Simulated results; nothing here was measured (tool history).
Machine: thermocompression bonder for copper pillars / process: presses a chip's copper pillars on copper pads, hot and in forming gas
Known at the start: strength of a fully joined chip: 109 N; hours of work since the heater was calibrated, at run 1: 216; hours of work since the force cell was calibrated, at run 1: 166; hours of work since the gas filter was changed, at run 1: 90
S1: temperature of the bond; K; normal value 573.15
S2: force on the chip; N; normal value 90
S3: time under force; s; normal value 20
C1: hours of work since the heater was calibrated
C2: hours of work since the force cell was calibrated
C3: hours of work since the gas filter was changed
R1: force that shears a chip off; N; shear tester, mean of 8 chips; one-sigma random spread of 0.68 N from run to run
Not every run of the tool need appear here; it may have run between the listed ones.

run     day      S1   S2  S3   C1   C2   C3    R1
  1       0  573.15   90  20  216  166   90  47.5
  2     0.6  573.15   90  20  223  173   97  48.2
  3   1.058  573.15   90  20  229  179  103  48.6
  4   1.388  573.15   90  20  233  183  108  47.1
  5   1.754  573.15   90  20  238  188  112    48
  6   2.167  573.15   90  20  243  193  117  47.8
  7     2.9  554.15   90  20  253  203  127  40.6
  8   3.229  573.15   90  20  257  207  131    48
  9   3.629  573.15   90  20  262  212  136    49
 10   4.117  573.15   90  11  268  218  142  38.2
 11   4.771  573.15  104  20  277  226  151  56.7
 12   5.238  573.15  104  20  283  232  157  57.9
 13   5.917  573.15  104  20  291  241  165  57.3
 14   6.288  573.15  113  20  296  246  170  61.4
 15   6.925  573.15  113  20  304  254  178  60.2
 16   7.596  573.15  113  20  313  263  187  60.3
 17   8.092  587.15   90  20  319  269  193  54.5
 18   8.775  587.15   90  20  328  278  202  54.9
 19   9.117  587.15   90  20  332  282  206  54.4
      9.267  -- heater calibrated with a thermocouple chip
 20   9.833  587.15   90  20    7  290  214  54.7
 21  10.304  573.15   57  12   13  296  220  23.9
 22  10.654  573.15   57  51   18  300  225  41.6
 23  11.196  597.15   83  20   25  307  232  54.6
 24  11.775  597.15   81  20   32  315  239  54.7
     11.925  -- heater calibrated with a thermocouple chip, once more
 25  12.171  573.15   90  58    3  319  243  65.8
 26  12.733  573.15   90  25   10  326  250  49.5
 27  13.096  573.15   90  25   15  331  255    50
 28  13.517  573.15   90  25   20  336  260  50.3
 29  13.875  548.15   63  20   25  340  265  23.9
 30  14.567  580.15   63  20   34  349  274  32.8
 31  15.125  600.15   58  20   41  356  281  36.5
 32  15.517  600.15   58  20   46  361  286  35.6
 33    16.2  546.15   84  41   55  370  294  44.7
 34  16.917  546.15   84  41   64  379  304    44
 35  17.604  546.15   56  60   72  388  312  30.8
 36   18.25  546.15   56  60   81  396  321  31.6
 37  18.938  576.15  127  48   89  405  329  83.4
 38  19.612  576.15  127  48   98  414  338  82.4
 39  20.242  576.15   90  44  106  422  346  63.6
 40  20.567  576.15   90  44  110  426  350  63.6

4 ways to go on from here, each from the tool as it stands after run 40. What would each give?
  A  21.175  573.15  79  29  118  434  358   ?
  B  21.175  564.15  90  20  118  434  358   ?
  C  21.175  573.15  69  20  118  434  358   ?
  D  21.175  581.15  72  42  118  434  358   ?

run    R1
  A  44.9
  B  42.2
  C  34.5
  D  51.3
With the hidden condition removed and each run's random variation left untouched, the same runs would have given:
run    R1
  A  44.7
  B    42
  C  34.2
  D  51.2

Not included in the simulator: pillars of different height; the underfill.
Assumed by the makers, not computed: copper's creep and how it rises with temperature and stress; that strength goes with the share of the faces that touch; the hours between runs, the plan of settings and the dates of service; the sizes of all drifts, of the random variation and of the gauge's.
